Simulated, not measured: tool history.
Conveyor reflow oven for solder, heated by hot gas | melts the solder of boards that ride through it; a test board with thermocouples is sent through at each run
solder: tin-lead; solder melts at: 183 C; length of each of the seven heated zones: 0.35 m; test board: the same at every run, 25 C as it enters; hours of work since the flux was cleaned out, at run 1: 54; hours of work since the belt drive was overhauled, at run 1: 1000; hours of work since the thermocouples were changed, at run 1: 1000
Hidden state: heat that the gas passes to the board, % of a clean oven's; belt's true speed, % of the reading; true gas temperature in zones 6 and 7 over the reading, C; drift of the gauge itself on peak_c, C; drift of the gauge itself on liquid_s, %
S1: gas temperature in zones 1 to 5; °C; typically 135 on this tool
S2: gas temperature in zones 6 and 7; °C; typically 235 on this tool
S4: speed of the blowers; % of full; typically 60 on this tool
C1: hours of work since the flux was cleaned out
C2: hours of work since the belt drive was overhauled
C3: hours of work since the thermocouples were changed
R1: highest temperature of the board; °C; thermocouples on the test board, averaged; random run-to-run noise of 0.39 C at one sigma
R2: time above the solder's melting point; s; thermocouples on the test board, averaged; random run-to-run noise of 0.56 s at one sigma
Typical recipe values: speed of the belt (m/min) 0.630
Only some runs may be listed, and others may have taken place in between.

{"run": 1, "hour": 0.0, "S1": 135, "S2": 235, "speed of the belt (m/min)": 0.63, "S4": 60, "C1": 54, "C2": 1000, "C3": 1000, "R1": 211.5, "R2": 44.3}
{"run": 2, "hour": 56.6, "S1": 135, "S2": 235, "speed of the belt (m/min)": 0.63, "S4": 67, "C1": 95, "C2": 1040, "C3": 1040, "R1": 213.8, "R2": 46.6}
{"run": 3, "hour": 123.3, "S1": 135, "S2": 235, "speed of the belt (m/min)": 0.63, "S4": 67, "C1": 142, "C2": 1088, "C3": 1088, "R1": 214.1, "R2": 47.7}
{"hour": 160.4, "done": "flux residue cleaned out of gas plates and filters"}
{"run": 4, "hour": 201.2, "S1": 135, "S2": 235, "speed of the belt (m/min)": 0.63, "S4": 67, "C1": 29, "C2": 1140, "C3": 1140, "R1": 215.3, "R2": 47.6}
{"run": 5, "hour": 253.0, "S1": 135, "S2": 235, "speed of the belt (m/min)": 0.63, "S4": 89, "C1": 66, "C2": 1177, "C3": 1177, "R1": 220.8, "R2": 54.1}
{"run": 6, "hour": 325.9, "S1": 135, "S2": 235, "speed of the belt (m/min)": 0.63, "S4": 89, "C1": 118, "C2": 1230, "C3": 1230, "R1": 220.8, "R2": 53.3}
{"run": 7, "hour": 362.0, "S1": 135, "S2": 235, "speed of the belt (m/min)": 0.63, "S4": 89, "C1": 144, "C2": 1255, "C3": 1255, "R1": 220.3, "R2": 51.5}
{"hour": 384.9, "done": "thermocouples of zones 6 and 7 changed"}
{"hour": 397.4, "done": "flux residue cleaned out of gas plates and filters"}
{"hour": 415.2, "done": "belt drive overhauled, speed set with a stopwatch"}
{"run": 8, "hour": 450.3, "S1": 144, "S2": 235, "speed of the belt (m/min)": 0.63, "S4": 86, "C1": 35, "C2": 25, "C3": 40, "R1": 219.4, "R2": 54.0}
{"run": 9, "hour": 521.7, "S1": 121, "S2": 241, "speed of the belt (m/min)": 0.63, "S4": 60, "C1": 86, "C2": 76, "C3": 91, "R1": 211.3, "R2": 39.1}
{"run": 10, "hour": 596.8, "S1": 135, "S2": 235, "speed of the belt (m/min)": 0.539, "S4": 63, "C1": 140, "C2": 130, "C3": 145, "R1": 215.7, "R2": 56.4}
{"hour": 641.1, "done": "flux residue cleaned out of gas plates and filters"}
{"run": 11, "hour": 667.4, "S1": 135, "S2": 244, "speed of the belt (m/min)": 0.63, "S4": 60, "C1": 19, "C2": 177, "C3": 192, "R1": 217.8, "R2": 47.7}
{"run": 12, "hour": 701.7, "S1": 126, "S2": 248, "speed of the belt (m/min)": 0.63, "S4": 60, "C1": 43, "C2": 201, "C3": 217, "R1": 218.4, "R2": 45.3}
{"run": 13, "hour": 750.4, "S1": 125, "S2": 242, "speed of the belt (m/min)": 0.597, "S4": 56, "C1": 78, "C2": 236, "C3": 251, "R1": 213.4, "R2": 44.4}
{"run": 14, "hour": 792.8, "S1": 125, "S2": 247, "speed of the belt (m/min)": 0.597, "S4": 79, "C1": 109, "C2": 267, "C3": 282, "R1": 226.0, "R2": 53.9}

Here are 4 independent what-if runs from the current tool condition. What would each one return?
{"hour": 880.5, "done": "flux residue cleaned out of gas plates and filters"}
{"run": "A", "hour": 882.5, "S1": 144, "S2": 225, "speed of the belt (m/min)": 0.753, "S4": 79, "C1": 1, "C2": 327, "C3": 342, "R1": "?", "R2": "?"}
{"hour": 880.5, "done": "flux residue cleaned out of gas plates and filters"}
{"run": "B", "hour": 882.5, "S1": 125, "S2": 247, "speed of the belt (m/min)": 0.678, "S4": 76, "C1": 1, "C2": 327, "C3": 342, "R1": "?", "R2": "?"}
{"hour": 880.5, "done": "flux residue cleaned out of gas plates and filters"}
{"run": "C", "hour": 882.5, "S1": 135, "S2": 238, "speed of the belt (m/min)": 0.707, "S4": 74, "C1": 1, "C2": 327, "C3": 342, "R1": "?", "R2": "?"}
{"hour": 880.5, "done": "flux residue cleaned out of gas plates and filters"}
{"run": "D", "hour": 882.5, "S1": 147, "S2": 237, "speed of the belt (m/min)": 0.542, "S4": 60, "C1": 1, "C2": 327, "C3": 342, "R1": "?", "R2": "?"}

run=A R1=204.5 R2=33.6
run=B R1=221.3 R2=44.7
run=C R1=213.7 R2=40.8
run=D R1=219.3 R2=64.0
With the hidden condition removed and each run's random variation left untouched, the same runs would have given:
run=A R1=204.0 R2=32.9
run=B R1=220.8 R2=43.9
run=C R1=213.2 R2=40.0
run=D R1=218.8 R2=63.0
